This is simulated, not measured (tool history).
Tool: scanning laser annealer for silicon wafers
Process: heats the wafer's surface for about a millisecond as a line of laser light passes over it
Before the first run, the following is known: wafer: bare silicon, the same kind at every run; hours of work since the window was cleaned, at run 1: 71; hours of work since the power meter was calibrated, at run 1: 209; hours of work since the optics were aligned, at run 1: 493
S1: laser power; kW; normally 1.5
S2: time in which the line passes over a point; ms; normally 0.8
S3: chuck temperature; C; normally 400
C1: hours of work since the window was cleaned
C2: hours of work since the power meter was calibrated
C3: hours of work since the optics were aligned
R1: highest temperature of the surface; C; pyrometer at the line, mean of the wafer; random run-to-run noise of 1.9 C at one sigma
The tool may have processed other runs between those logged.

| run | hour | S1 | S2 | S3 | C1 | C2 | C3 | R1 |
|---|---|---|---|---|---|---|---|---|
| 1 | 0 | 1.5 | 0.8 | 400 | 71 | 209 | 493 | 1198 |
| 2 | 9.1 | 1.5 | 0.8 | 400 | 76 | 213 | 497 | 1200 |
| 3 | 14.6 | 1.5 | 0.8 | 400 | 79 | 216 | 500 | 1201 |
| 4 | 21.1 | 1.5 | 0.846 | 400 | 82 | 219 | 503 | 1226 |
| 5 | 30 | 1.31 | 0.8 | 400 | 86 | 224 | 508 | 1104 |
| 6 | 39 | 1.297 | 0.8 | 400 | 91 | 228 | 512 | 1100 |
| 7 | 48.1 | 1.297 | 0.8 | 400 | 95 | 233 | 516 | 1101 |
| 8 | 56.9 | 1.297 | 0.8 | 400 | 100 | 237 | 521 | 1097 |
| 9 | 61.4 | 1.297 | 0.8 | 400 | 102 | 239 | 523 | 1099 |
| 10 | 66.6 | 1.5 | 0.76 | 400 | 104 | 242 | 526 | 1175 |
| 11 | 77.6 | 1.5 | 0.76 | 400 | 110 | 247 | 531 | 1172 |
| 12 | 82.4 | 1.5 | 0.76 | 400 | 112 | 250 | 533 | 1172 |
| 13 | 88.5 | 1.5 | 0.76 | 400 | 115 | 253 | 537 | 1172 |
| 14 | 97.2 | 1.5 | 0.76 | 400 | 120 | 257 | 541 | 1169 |
| 15 | 106.1 | 1.5 | 0.8 | 400 | 124 | 262 | 545 | 1194 |
| 16 | 111.5 | 1.5 | 0.8 | 400 | 127 | 264 | 548 | 1192 |
| 17 | 121.6 | 1.286 | 0.8 | 400 | 132 | 269 | 553 | 1091 |
| 18 | 131.4 | 1.286 | 0.8 | 400 | 137 | 274 | 558 | 1088 |
| 19 | 139.7 | 1.5 | 0.8 | 400 | 141 | 278 | 562 | 1194 |
| 20 | 149.8 | 1.5 | 0.8 | 400 | 146 | 283 | 567 | 1190 |
| 21 | 156.2 | 1.5 | 0.69 | 411 | 149 | 286 | 570 | 1138 |
| 22 | 162.6 | 1.5 | 0.69 | 411 | 152 | 290 | 573 | 1135 |
| 23 | 172.7 | 1.342 | 0.945 | 381 | 157 | 295 | 578 | 1166 |
| 24 | 182 | 1.342 | 0.945 | 381 | 162 | 299 | 583 | 1169 |
|  | 187.7 | optics aligned, line set to its width |
| 25 | 198 | 1.342 | 0.928 | 381 | 167 | 305 | 5 | 1157 |
| 26 | 203.3 | 1.389 | 0.577 | 400 | 170 | 307 | 8 | 1005 |
|  | 208.9 | optics aligned, line set to its width, once more |
| 27 | 217 | 1.546 | 0.977 | 417 | 174 | 312 | 4 | 1329 |
| 28 | 222.2 | 1.546 | 0.977 | 417 | 177 | 314 | 7 | 1327 |
| 29 | 228.9 | 1.443 | 0.795 | 387 | 180 | 317 | 10 | 1145 |
| 30 | 238.4 | 1.5 | 0.905 | 428 | 185 | 322 | 15 | 1278 |
| 31 | 244.3 | 1.5 | 0.905 | 428 | 188 | 325 | 18 | 1272 |
| 32 | 254.7 | 1.637 | 0.798 | 400 | 193 | 330 | 23 | 1251 |
| 33 | 261.1 | 1.637 | 0.798 | 400 | 196 | 333 | 26 | 1248 |
| 34 | 266.8 | 1.312 | 0.879 | 373 | 199 | 336 | 29 | 1109 |
| 35 | 276.8 | 1.312 | 0.754 | 367 | 204 | 341 | 34 | 1042 |
| 36 | 282.3 | 1.312 | 0.754 | 367 | 206 | 344 | 36 | 1039 |
| 37 | 290.5 | 1.514 | 0.8 | 404 | 210 | 348 | 41 | 1198 |
| 38 | 297.4 | 1.642 | 0.757 | 439 | 214 | 351 | 44 | 1261 |
| 39 | 304.8 | 1.536 | 0.8 | 433 | 218 | 355 | 48 | 1232 |
| 40 | 311.1 | 1.59 | 0.97 | 400 | 221 | 358 | 51 | 1327 |

5 options for the next run, each taken on its own from the tool as it stands now. Forecast them:
| A | 320.3 | 1.5 | 0.8 | 382 | 225 | 363 | 55 | ? |
| B | 320.3 | 1.516 | 0.992 | 391 | 225 | 363 | 55 | ? |
| C | 320.3 | 1.59 | 0.97 | 420 | 225 | 363 | 55 | ? |
| D | 320.3 | 1.52 | 0.842 | 433 | 225 | 363 | 55 | ? |
| E | 320.3 | 1.59 | 0.994 | 400 | 225 | 363 | 55 | ? |

| run | R1 |
|---|---|
| A | 1165 |
| B | 1285 |
| C | 1342 |
| D | 1247 |
| E | 1335 |
Without the tool's hidden state the same runs would have given:
| run | R1 |
|---|---|
| A | 1198 |
| B | 1324 |
| C | 1382 |
| D | 1283 |
| E | 1376 |
